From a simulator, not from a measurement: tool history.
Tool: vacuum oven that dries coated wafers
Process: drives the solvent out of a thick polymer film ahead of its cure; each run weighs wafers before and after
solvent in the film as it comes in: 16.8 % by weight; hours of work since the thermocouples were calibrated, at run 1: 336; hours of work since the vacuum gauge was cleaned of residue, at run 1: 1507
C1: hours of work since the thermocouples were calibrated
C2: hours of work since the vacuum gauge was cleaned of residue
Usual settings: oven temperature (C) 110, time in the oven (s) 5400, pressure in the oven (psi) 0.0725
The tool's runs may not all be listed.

{"run": 1, "hour": 0.0, "oven temperature (C)": 110, "time in the oven (s)": 5400, "pressure in the oven (psi)": 0.0725, "C1": 336, "C2": 1507, "solvent left in the film (%)": 1.85}
{"run": 2, "hour": 49.2, "oven temperature (C)": 110, "time in the oven (s)": 5400, "pressure in the oven (psi)": 0.0725, "C1": 364, "C2": 1535, "solvent left in the film (%)": 1.99}
{"run": 3, "hour": 115.5, "oven temperature (C)": 110, "time in the oven (s)": 7320, "pressure in the oven (psi)": 0.0725, "C1": 403, "C2": 1574, "solvent left in the film (%)": 1.17}
{"run": 4, "hour": 220.1, "oven temperature (C)": 110, "time in the oven (s)": 7320, "pressure in the oven (psi)": 0.1083, "C1": 463, "C2": 1634, "solvent left in the film (%)": 1.17}
{"run": 5, "hour": 324.4, "oven temperature (C)": 110, "time in the oven (s)": 7320, "pressure in the oven (psi)": 0.1083, "C1": 524, "C2": 1695, "solvent left in the film (%)": 1.32}
{"run": 6, "hour": 393.3, "oven temperature (C)": 110, "time in the oven (s)": 7320, "pressure in the oven (psi)": 0.1083, "C1": 564, "C2": 1735, "solvent left in the film (%)": 1.26}
{"run": 7, "hour": 509.3, "oven temperature (C)": 110, "time in the oven (s)": 5400, "pressure in the oven (psi)": 0.0725, "C1": 631, "C2": 1802, "solvent left in the film (%)": 1.98}
{"run": 8, "hour": 576.1, "oven temperature (C)": 110, "time in the oven (s)": 5400, "pressure in the oven (psi)": 0.0725, "C1": 670, "C2": 1841, "solvent left in the film (%)": 2.16}
{"run": 9, "hour": 692.4, "oven temperature (C)": 110, "time in the oven (s)": 3000, "pressure in the oven (psi)": 0.0725, "C1": 737, "C2": 1908, "solvent left in the film (%)": 4.58}
{"run": 10, "hour": 789.1, "oven temperature (C)": 121, "time in the oven (s)": 3060, "pressure in the oven (psi)": 0.2612, "C1": 793, "C2": 1964, "solvent left in the film (%)": 1.89}
{"run": 11, "hour": 847.2, "oven temperature (C)": 114, "time in the oven (s)": 8460, "pressure in the oven (psi)": 0.0564, "C1": 827, "C2": 1998, "solvent left in the film (%)": 0.61}
{"run": 12, "hour": 922.9, "oven temperature (C)": 124, "time in the oven (s)": 4740, "pressure in the oven (psi)": 0.0567, "C1": 871, "C2": 2042, "solvent left in the film (%)": 0.44}
{"run": 13, "hour": 1019.7, "oven temperature (C)": 124, "time in the oven (s)": 4740, "pressure in the oven (psi)": 0.0567, "C1": 927, "C2": 2098, "solvent left in the film (%)": 0.43}

4 ways to go on from here, each from the tool as it stands after run 13. What would each give?
{"run": "A", "hour": 1108.4, "oven temperature (C)": 104, "time in the oven (s)": 7440, "pressure in the oven (psi)": 0.086, "C1": 978, "C2": 2149, "solvent left in the film (%)": "?"}
{"run": "B", "hour": 1108.4, "oven temperature (C)": 110, "time in the oven (s)": 3360, "pressure in the oven (psi)": 0.0725, "C1": 978, "C2": 2149, "solvent left in the film (%)": "?"}
{"run": "C", "hour": 1108.4, "oven temperature (C)": 123, "time in the oven (s)": 5400, "pressure in the oven (psi)": 0.0402, "C1": 978, "C2": 2149, "solvent left in the film (%)": "?"}
{"run": "D", "hour": 1108.4, "oven temperature (C)": 125, "time in the oven (s)": 2940, "pressure in the oven (psi)": 0.0951, "C1": 978, "C2": 2149, "solvent left in the film (%)": "?"}

run=A solvent_left_in_the_film_(%)=2.6
run=B solvent_left_in_the_film_(%)=4.24
run=C solvent_left_in_the_film_(%)=0.43
run=D solvent_left_in_the_film_(%)=1.18
Without the tool's hidden state the same runs would have given:
run=A solvent_left_in_the_film_(%)=1.84
run=B solvent_left_in_the_film_(%)=3.48
run=C solvent_left_in_the_film_(%)=0.15
run=D solvent_left_in_the_film_(%)=0.77
